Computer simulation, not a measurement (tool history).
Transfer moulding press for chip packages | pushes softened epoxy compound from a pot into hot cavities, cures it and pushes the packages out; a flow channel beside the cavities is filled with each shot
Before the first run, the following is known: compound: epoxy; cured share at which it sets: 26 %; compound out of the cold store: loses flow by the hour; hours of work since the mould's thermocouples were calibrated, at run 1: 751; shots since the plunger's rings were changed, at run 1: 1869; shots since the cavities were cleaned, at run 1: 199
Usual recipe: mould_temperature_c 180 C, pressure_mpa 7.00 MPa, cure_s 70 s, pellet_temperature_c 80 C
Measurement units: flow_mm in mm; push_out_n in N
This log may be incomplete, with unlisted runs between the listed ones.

run,hour,mould_temperature_c,pressure_mpa,cure_s,pellet_temperature_c,hours of work since the mould's thermocouples were calibrated,shots since the plunger's rings were changed,shots since the cavities were cleaned,incoming compound's hours out of the cold store,flow_mm,push_out_n
1,0.0,180,7.00,70,80,751,1869,199,23.2,731,626
# hour 42.8: cavities cleaned with cleaning compound and waxed
2,59.5,180,7.00,70,80,793,2967,317,12.1,740,681
# hour 96.1: cavities cleaned with cleaning compound and waxed
3,119.2,180,7.00,70,80,835,4069,438,25.4,693,748
# hour 142.7: mould's thermocouples calibrated
# hour 152.3: cavities cleaned with cleaning compound and waxed
4,152.3,180,7.00,70,80,6,4628,0,33.3,675,526
# hour 166.8: plunger's sealing rings changed
# hour 208.4: cavities cleaned with cleaning compound and waxed
5,208.8,180,7.00,70,80,44,767,8,10.0,770,554
# hour 262.5: cavities cleaned with cleaning compound and waxed
6,274.4,180,7.00,70,80,90,1980,226,38.7,686,635
# hour 314.3: cavities cleaned with cleaning compound and waxed
7,333.0,180,7.00,70,80,131,3060,352,22.1,720,752
# hour 370.3: cavities cleaned with cleaning compound and waxed
8,392.2,180,7.00,70,80,173,4153,414,12.2,734,801
# hour 426.4: cavities cleaned with cleaning compound and waxed
# hour 433.9: plunger's sealing rings changed
9,456.8,180,7.00,70,80,217,433,529,27.4,721,796
# hour 480.8: cavities cleaned with cleaning compound and waxed
10,508.8,180,7.00,70,80,254,1389,530,20.5,742,771
# hour 534.5: cavities cleaned with cleaning compound and waxed
11,568.9,180,7.00,70,80,296,2498,651,20.3,714,824
# hour 588.3: cavities cleaned with cleaning compound and waxed
12,601.8,180,7.00,70,80,319,3092,255,19.0,723,689
# hour 641.0: cavities cleaned with cleaning compound and waxed
13,652.5,180,7.00,70,80,354,4023,216,26.2,691,653
14,691.4,180,6.76,70,80,382,4760,953,33.1,654,864
# hour 700.5: plunger's sealing rings changed
# hour 702.0: cavities cleaned with cleaning compound and waxed
# hour 758.7: cavities cleaned with cleaning compound and waxed
15,760.8,180,6.76,70,80,429,1085,40,45.1,667,518
16,805.4,180,7.60,97,88,461,1930,885,36.0,712,551
# hour 812.0: cavities cleaned with cleaning compound and waxed
17,846.9,180,7.60,97,88,490,2687,662,43.2,690,556
# hour 867.5: cavities cleaned with cleaning compound and waxed
18,903.6,180,7.60,97,88,530,3731,684,14.5,751,540
# hour 922.6: cavities cleaned with cleaning compound and waxed
# hour 969.6: plunger's sealing rings changed
# hour 980.1: cavities cleaned with cleaning compound and waxed
19,980.7,180,7.60,97,88,581,183,12,36.1,732,343
20,1013.8,181,7.69,67,78,605,809,638,35.5,731,808
# hour 1034.4: cavities cleaned with cleaning compound and waxed
21,1046.6,181,7.69,67,78,628,1402,230,42.0,720,645
# hour 1089.6: cavities cleaned with cleaning compound and waxed
22,1092.0,175,5.55,70,85,660,2233,45,19.8,665,760
23,1123.9,175,5.55,70,85,683,2837,649,11.6,683,1178
# hour 1144.3: cavities cleaned with cleaning compound and waxed
24,1173.5,175,5.55,70,85,718,3747,552,38.0,606,1013
# hour 1196.3: cavities cleaned with cleaning compound and waxed
25,1225.4,175,5.55,70,85,754,4702,551,32.7,621,996

For some of the steps in flow_mm from one run to the next: how much would appear even if the tool had no hidden state, given the settings, what came in and random variation, and how much remains for the hidden state plus any gauge scatter that the measured result and the result without hidden state don't share?
The tool's hidden condition here consists of: true mould temperature over the reading, C; pressure that reaches the compound, % of what is set; grip of the stained cavities, % over clean ones'; drift of the gauge itself on flow_mm, %; drift of the gauge itself on push_out_n, %.
Run 4 -> 5: plunger's sealing rings changed, cavities cleaned with cleaning compound and waxed. flow_mm +95 mm: hidden state +40, all else +55.
Run 5 -> 6: cavities cleaned with cleaning compound and waxed. flow_mm -84 mm: hidden state -11, all else -73.
Run 18 -> 19: cavities cleaned with cleaning compound and waxed, plunger's sealing rings changed, cavities cleaned with cleaning compound and waxed. flow_mm -19 mm: hidden state +41, all else -60.
